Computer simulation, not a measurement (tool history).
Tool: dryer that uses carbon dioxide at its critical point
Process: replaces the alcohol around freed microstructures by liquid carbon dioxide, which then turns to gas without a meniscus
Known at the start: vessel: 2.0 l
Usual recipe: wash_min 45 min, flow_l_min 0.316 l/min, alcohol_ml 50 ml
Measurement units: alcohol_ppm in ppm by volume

{"run": 1, "day": 0.0, "wash_min": 45, "flow_l_min": 0.316, "alcohol_ml": 50, "alcohol_ppm": 102}
{"run": 2, "day": 0.204, "wash_min": 45, "flow_l_min": 0.316, "alcohol_ml": 69, "alcohol_ppm": 140}
{"run": 3, "day": 0.538, "wash_min": 45, "flow_l_min": 0.316, "alcohol_ml": 69, "alcohol_ppm": 138}
{"run": 4, "day": 0.888, "wash_min": 32, "flow_l_min": 0.316, "alcohol_ml": 50, "alcohol_ppm": 483}
{"run": 5, "day": 1.271, "wash_min": 32, "flow_l_min": 0.316, "alcohol_ml": 50, "alcohol_ppm": 486}
{"run": 6, "day": 1.688, "wash_min": 36, "flow_l_min": 0.316, "alcohol_ml": 50, "alcohol_ppm": 298}
{"run": 7, "day": 1.875, "wash_min": 45, "flow_l_min": 0.256, "alcohol_ml": 50, "alcohol_ppm": 272}
{"run": 8, "day": 2.204, "wash_min": 45, "flow_l_min": 0.256, "alcohol_ml": 50, "alcohol_ppm": 283}
{"run": 9, "day": 2.617, "wash_min": 45, "flow_l_min": 0.256, "alcohol_ml": 50, "alcohol_ppm": 271}
{"run": 10, "day": 2.967, "wash_min": 45, "flow_l_min": 0.316, "alcohol_ml": 50, "alcohol_ppm": 114}
{"run": 11, "day": 3.388, "wash_min": 45, "flow_l_min": 0.316, "alcohol_ml": 50, "alcohol_ppm": 114}
{"run": 12, "day": 3.792, "wash_min": 45, "flow_l_min": 0.316, "alcohol_ml": 50, "alcohol_ppm": 117}
{"run": 13, "day": 4.142, "wash_min": 45, "flow_l_min": 0.316, "alcohol_ml": 50, "alcohol_ppm": 120}
{"run": 14, "day": 4.446, "wash_min": 45, "flow_l_min": 0.316, "alcohol_ml": 41, "alcohol_ppm": 99}
{"day": 4.7, "done": "inlet filter changed"}
{"run": 15, "day": 4.833, "wash_min": 45, "flow_l_min": 0.316, "alcohol_ml": 41, "alcohol_ppm": 68}
{"run": 16, "day": 5.029, "wash_min": 45, "flow_l_min": 0.316, "alcohol_ml": 50, "alcohol_ppm": 80}
{"run": 17, "day": 5.304, "wash_min": 39, "flow_l_min": 0.427, "alcohol_ml": 21, "alcohol_ppm": 29}
{"run": 18, "day": 5.583, "wash_min": 39, "flow_l_min": 0.427, "alcohol_ml": 21, "alcohol_ppm": 40}
{"run": 19, "day": 5.9, "wash_min": 39, "flow_l_min": 0.406, "alcohol_ml": 23, "alcohol_ppm": 40}
{"run": 20, "day": 6.246, "wash_min": 39, "flow_l_min": 0.406, "alcohol_ml": 23, "alcohol_ppm": 36}
{"run": 21, "day": 6.633, "wash_min": 39, "flow_l_min": 0.406, "alcohol_ml": 23, "alcohol_ppm": 22}
{"run": 22, "day": 6.854, "wash_min": 64, "flow_l_min": 0.344, "alcohol_ml": 22, "alcohol_ppm": 25}
{"run": 23, "day": 7.071, "wash_min": 38, "flow_l_min": 0.196, "alcohol_ml": 50, "alcohol_ppm": 1023}
{"run": 24, "day": 7.296, "wash_min": 45, "flow_l_min": 0.316, "alcohol_ml": 89, "alcohol_ppm": 129}
{"run": 25, "day": 7.567, "wash_min": 45, "flow_l_min": 0.377, "alcohol_ml": 36, "alcohol_ppm": 35}
{"run": 26, "day": 7.988, "wash_min": 45, "flow_l_min": 0.377, "alcohol_ml": 36, "alcohol_ppm": 29}
{"run": 27, "day": 8.396, "wash_min": 45, "flow_l_min": 0.377, "alcohol_ml": 36, "alcohol_ppm": 34}
{"run": 28, "day": 8.662, "wash_min": 45, "flow_l_min": 0.377, "alcohol_ml": 36, "alcohol_ppm": 45}
{"run": 29, "day": 9.062, "wash_min": 33, "flow_l_min": 0.353, "alcohol_ml": 36, "alcohol_ppm": 168}
{"run": 30, "day": 9.338, "wash_min": 33, "flow_l_min": 0.417, "alcohol_ml": 36, "alcohol_ppm": 81}

For run 31, what comes out?
{"run": 31, "day": 9.55, "wash_min": 33, "flow_l_min": 0.417, "alcohol_ml": 36, "alcohol_ppm": "?"}

alcohol_ppm: 94 ppm by volume
Without the tool's hidden state the same run would have given alcohol_ppm 65 ppm by volume.

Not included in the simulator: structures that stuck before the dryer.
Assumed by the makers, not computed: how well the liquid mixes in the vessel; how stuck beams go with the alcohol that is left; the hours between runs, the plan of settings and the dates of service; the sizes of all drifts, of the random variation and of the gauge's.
